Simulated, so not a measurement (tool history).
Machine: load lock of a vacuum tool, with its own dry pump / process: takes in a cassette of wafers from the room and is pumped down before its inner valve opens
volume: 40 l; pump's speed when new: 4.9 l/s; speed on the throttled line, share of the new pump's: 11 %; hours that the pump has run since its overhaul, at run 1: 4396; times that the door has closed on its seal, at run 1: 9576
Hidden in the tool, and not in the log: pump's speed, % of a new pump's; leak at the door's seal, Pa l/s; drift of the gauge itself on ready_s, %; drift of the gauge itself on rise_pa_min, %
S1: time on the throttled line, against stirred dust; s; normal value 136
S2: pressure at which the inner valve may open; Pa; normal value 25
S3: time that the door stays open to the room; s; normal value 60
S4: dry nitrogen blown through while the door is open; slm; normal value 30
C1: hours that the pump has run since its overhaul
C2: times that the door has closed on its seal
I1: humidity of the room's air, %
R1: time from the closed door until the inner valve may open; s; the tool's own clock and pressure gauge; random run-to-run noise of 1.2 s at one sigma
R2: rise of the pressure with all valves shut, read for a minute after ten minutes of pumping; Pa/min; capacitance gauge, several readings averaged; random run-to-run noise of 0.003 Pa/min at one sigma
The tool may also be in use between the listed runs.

Run 1, day 0.000: usual settings; C1 4396; C2 9576; I1 49.0. Result: R1 196.0 s, R2 0.056 Pa/min.
Run 2, day 5.271: usual settings; C1 4522; C2 10124; I1 45.7. Result: R1 197.4 s, R2 0.049 Pa/min.
Run 3, day 10.612: usual settings but S1 76 s; C1 4651; C2 10679; I1 43.8. Result: R1 143.4 s, R2 0.057 Pa/min.
Run 4, day 14.983: usual settings; C1 4755; C2 11133; I1 46.8. Result: R1 197.8 s, R2 0.053 Pa/min.
Run 5, day 21.000: usual settings; C1 4900; C2 11758; I1 46.8. Result: R1 195.7 s, R2 0.053 Pa/min.
Run 6, day 23.854: usual settings; C1 4968; C2 12055; I1 41.6. Result: R1 199.7 s, R2 0.051 Pa/min.
Run 7, day 26.988: usual settings; C1 5044; C2 12380; I1 45.2. Result: R1 198.4 s, R2 0.058 Pa/min.
Run 8, day 30.250: usual settings; C1 5122; C2 12719; I1 45.7. Result: R1 196.8 s, R2 0.055 Pa/min.
Run 9, day 35.729: usual settings but S2 35 Pa; C1 5253; C2 13289; I1 42.4. Result: R1 193.8 s, R2 0.055 Pa/min.
Run 10, day 39.950: usual settings but S2 35 Pa; C1 5355; C2 13728; I1 49.4. Result: R1 196.7 s, R2 0.064 Pa/min.
Run 11, day 43.250: usual settings; C1 5434; C2 14070; I1 44.1. Result: R1 196.0 s, R2 0.061 Pa/min.
Run 12, day 49.742: usual settings; C1 5590; C2 14745; I1 43.4. Result: R1 198.3 s, R2 0.058 Pa/min.
Run 13, day 55.850: usual settings; C1 5736; C2 15379; I1 45.0. Result: R1 201.1 s, R2 0.070 Pa/min.
Run 14, day 60.404: usual settings; C1 5846; C2 15853; I1 45.7. Result: R1 198.2 s, R2 0.067 Pa/min.
Run 15, day 64.612: usual settings but S2 50 Pa; C1 5947; C2 16290; I1 45.0. Result: R1 190.7 s, R2 0.068 Pa/min.
Run 16, day 67.771: usual settings but S2 50 Pa; C1 6022; C2 16618; I1 41.9. Result: R1 192.7 s, R2 0.069 Pa/min.
Run 17, day 74.421: usual settings; C1 6182; C2 17309; I1 44.0. Result: R1 198.3 s, R2 0.071 Pa/min.
Run 18, day 79.233: usual settings but S1 85 s; C1 6297; C2 17810; I1 44.0. Result: R1 155.8 s, R2 0.075 Pa/min.
Run 19, day 82.154: usual settings but S3 53 s; C1 6368; C2 18113; I1 44.7. Result: R1 201.7 s, R2 0.076 Pa/min.
Run 20, day 87.996: usual settings but S1 226 s, S2 27 Pa, S3 79 s, S4 7 slm; C1 6508; C2 18720; I1 43.0. Result: R1 275.2 s, R2 0.097 Pa/min.
Run 21, day 93.238: usual settings but S1 226 s, S2 27 Pa, S3 79 s, S4 7 slm; C1 6634; C2 19265; I1 40.3. Result: R1 277.8 s, R2 0.097 Pa/min.
Run 22, day 98.412: usual settings but S1 254 s, S2 20 Pa; C1 6758; C2 19802; I1 42.6. Result: R1 304.5 s, R2 0.081 Pa/min.
Run 23, day 102.696: usual settings but S1 254 s, S2 47 Pa, S3 236 s; C1 6861; C2 20248; I1 48.4. Result: R1 296.9 s, R2 0.137 Pa/min.
Run 24, day 109.075: usual settings but S1 180 s, S2 47 Pa, S3 236 s, S4 41 slm; C1 7014; C2 20910; I1 44.1. Result: R1 232.3 s, R2 0.129 Pa/min.
Run 25, day 115.775: usual settings but S3 166 s, S4 12 slm; C1 7174; C2 21607; I1 45.4. Result: R1 199.1 s, R2 0.136 Pa/min.
Run 26, day 118.733: usual settings but S2 36 Pa, S3 62 s; C1 7246; C2 21914; I1 45.4. Result: R1 196.6 s, R2 0.091 Pa/min.
Run 27, day 125.025: usual settings but S2 28 Pa, S3 62 s; C1 7396; C2 22568; I1 48.5. Result: R1 199.5 s, R2 0.103 Pa/min.
Run 28, day 128.900: usual settings but S2 28 Pa, S3 62 s; C1 7490; C2 22971; I1 41.4. Result: R1 200.3 s, R2 0.091 Pa/min.
Run 29, day 134.033: usual settings but S2 28 Pa, S3 102 s; C1 7613; C2 23504; I1 46.8. Result: R1 199.9 s, R2 0.112 Pa/min.
Run 30, day 137.229: usual settings but S2 29 Pa, S3 38 s; C1 7689; C2 23836; I1 42.2. Result: R1 202.0 s, R2 0.091 Pa/min.
Run 31, day 141.775: usual settings but S2 49 Pa, S4 13 slm; C1 7798; C2 24308; I1 47.4. Result: R1 197.6 s, R2 0.117 Pa/min.

Predict the results of run 32:
Run 32, day 147.083: usual settings but S2 19 Pa, S3 67 s; C1 7926; C2 24860; I1 44.6. Result: R1 ?, R2 ?.

{"run 32": {"R1": 204.6, "R2": 0.111}}
On a tool with no hidden condition, and with the same random variation, this run would have come out at R1 191.0 s, R2 0.032 Pa/min.
